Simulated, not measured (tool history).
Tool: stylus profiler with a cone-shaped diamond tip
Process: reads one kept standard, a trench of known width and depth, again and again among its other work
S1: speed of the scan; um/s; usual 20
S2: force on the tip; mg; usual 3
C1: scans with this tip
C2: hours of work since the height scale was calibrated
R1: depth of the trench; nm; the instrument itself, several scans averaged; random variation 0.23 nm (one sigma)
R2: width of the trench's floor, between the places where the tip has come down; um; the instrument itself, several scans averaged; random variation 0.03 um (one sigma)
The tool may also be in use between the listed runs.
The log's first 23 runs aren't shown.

run 24 day=72.725 | S1=20 S2=1.67 | C1=22656 C2=785 | R1=1003.44 R2=21.56
run 25 day=76.612 | S1=30 S2=8.24 | C1=23200 C2=860 | R1=1017.87 R2=21.59
run 26 day=80.054 | S1=30 S2=8.24 | C1=23682 C2=926 | R1=1017.49 R2=21.53
run 27 day=83.288 | S1=25 S2=8.8 | C1=24134 C2=988 | R1=1018.35 R2=21.56
run 28 day=86.958 | S1=17 S2=6.74 | C1=24648 C2=1058 | R1=1014.25 R2=21.54
run 29 day=90.925 | S1=14 S2=1.58 | C1=25203 C2=1134 | R1=1001.83 R2=21.4
run 30 day=92.933 | S1=32 S2=2.85 | C1=25484 C2=1172 | R1=1005.48 R2=21.3
run 31 day=94.888 | S1=32 S2=2.85 | C1=25758 C2=1210 | R1=1005.1 R2=21.3
run 32 day=98.812 | S1=18 S2=4.43 | C1=26307 C2=1285 | R1=1008.4 R2=21.33
run 33 day=102.758 | S1=18 S2=4.43 | C1=26859 C2=1360 | R1=1007.82 R2=21.29
run 34 day=106.2 | S1=37 S2=4.43 | C1=27341 C2=1426 | R1=1008.01 R2=21.15
run 35 day=110.092 | S1=24 S2=1.73 | C1=27886 C2=1501 | R1=1000.36 R2=21.12
run 36 day=112.342 | S1=56 S2=1.79 | C1=28201 C2=1544 | R1=1000.36 R2=20.87
run 37 day=114.458 | S1=11 S2=1.46 | C1=28497 C2=1585 | R1=998.88 R2=21.14
run 38 day=118.65 | S1=11 S2=1.46 | C1=29084 C2=1665 | R1=998.71 R2=21.15
run 39 day=120.667 | S1=11 S2=1.46 | C1=29366 C2=1703 | R1=998.81 R2=21.07
run 40 day=124.446 | S1=65 S2=1.39 | C1=29895 C2=1776 | R1=998.27 R2=20.63
run 41 day=127.338 | S1=8 S2=3 | C1=30300 C2=1831 | R1=1002.55 R2=21.02
run 42 day=130.721 | S1=8 S2=3 | C1=30773 C2=1896 | R1=1002.01 R2=21.06
run 43 day=134.162 | S1=8 S2=3 | C1=31255 C2=1962 | R1=1001.53 R2=20.97
run 44 day=137.146 | S1=25 S2=2.53 | C1=31673 C2=2019 | R1=1000.19 R2=20.86
run 45 day=139.883 | S1=19 S2=4.14 | C1=32056 C2=2071 | R1=1003.84 R2=20.87
run 46 day=142.821 | S1=51 S2=6.61 | C1=32467 C2=2128 | R1=1008.62 R2=20.77

Consider 3 possible next runs. They are alternatives, not a sequence: every one starts from the tool as it was left by run 46. What does each give?
run A day=145.379 | S1=20 S2=2.07 | C1=32825 C2=2177 | R1=? R2=?
run B day=145.379 | S1=74 S2=6.61 | C1=32825 C2=2177 | R1=? R2=?
run C day=145.379 | S1=51 S2=7.43 | C1=32825 C2=2177 | R1=? R2=?

run=A R1=997.81 R2=20.84
run=B R1=1008.91 R2=20.68
run=C R1=1010.1 R2=20.78
What these runs would have given with no unlogged condition in the tool:
run=A R1=1008.62 R2=23.91
run=B R1=1019.84 R2=23.76
run=C R1=1021.04 R2=23.86
